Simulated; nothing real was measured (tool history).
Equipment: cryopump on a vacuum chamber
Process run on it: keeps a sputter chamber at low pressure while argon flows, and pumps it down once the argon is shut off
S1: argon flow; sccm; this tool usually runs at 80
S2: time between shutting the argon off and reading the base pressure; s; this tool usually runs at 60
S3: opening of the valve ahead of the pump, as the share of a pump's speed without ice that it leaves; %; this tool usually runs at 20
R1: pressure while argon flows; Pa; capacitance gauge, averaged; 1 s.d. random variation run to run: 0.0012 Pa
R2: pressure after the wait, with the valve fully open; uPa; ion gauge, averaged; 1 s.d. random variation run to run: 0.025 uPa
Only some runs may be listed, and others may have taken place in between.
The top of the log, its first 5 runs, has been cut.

run     day  S1  S2  S3      R1    R2
  6  11.546  80  60  20  0.3019  1.92
  7  12.854  80  60  20  0.3055  1.94
  8  13.888  80  60  38  0.1657  1.94
  9  16.346  80  60  38  0.1646  1.97
     17.988  -- pump warmed up, emptied and cooled again
 10  17.988  36  60  20  0.1316  1.79
 11  20.483  36  60  20  0.1310  1.85
 12  22.892  36  60  20  0.1307  1.87
 13  24.725  36  60  20  0.1310  1.89
 14  26.158  36  60  20  0.1316  1.88
 15  27.900  36  60  20  0.1322  1.91
 16  29.067  36  60  20  0.1315  1.91
 17  31.117  36  60  20  0.1315  1.92
 18  33.067  36  60  20  0.1314  1.94
 19  34.212  80  52  42  0.1409  2.07
 20  36.062  80  52  42  0.1413  2.08
 21  37.500  80  52  42  0.1418  2.16

Estimate the outcome of run 22 from the log above:
     39.012  -- leaking fittings of the chamber tightened, without venting
 22  39.988  80  52  42   ?   ?

Run 22 gave R1 0.1418 Pa, R2 1.12 uPa.
Take away the tool's hidden state, keep the run-to-run variation as it was, and the same run would have given R1 0.1387 Pa, R2 1.10 uPa.
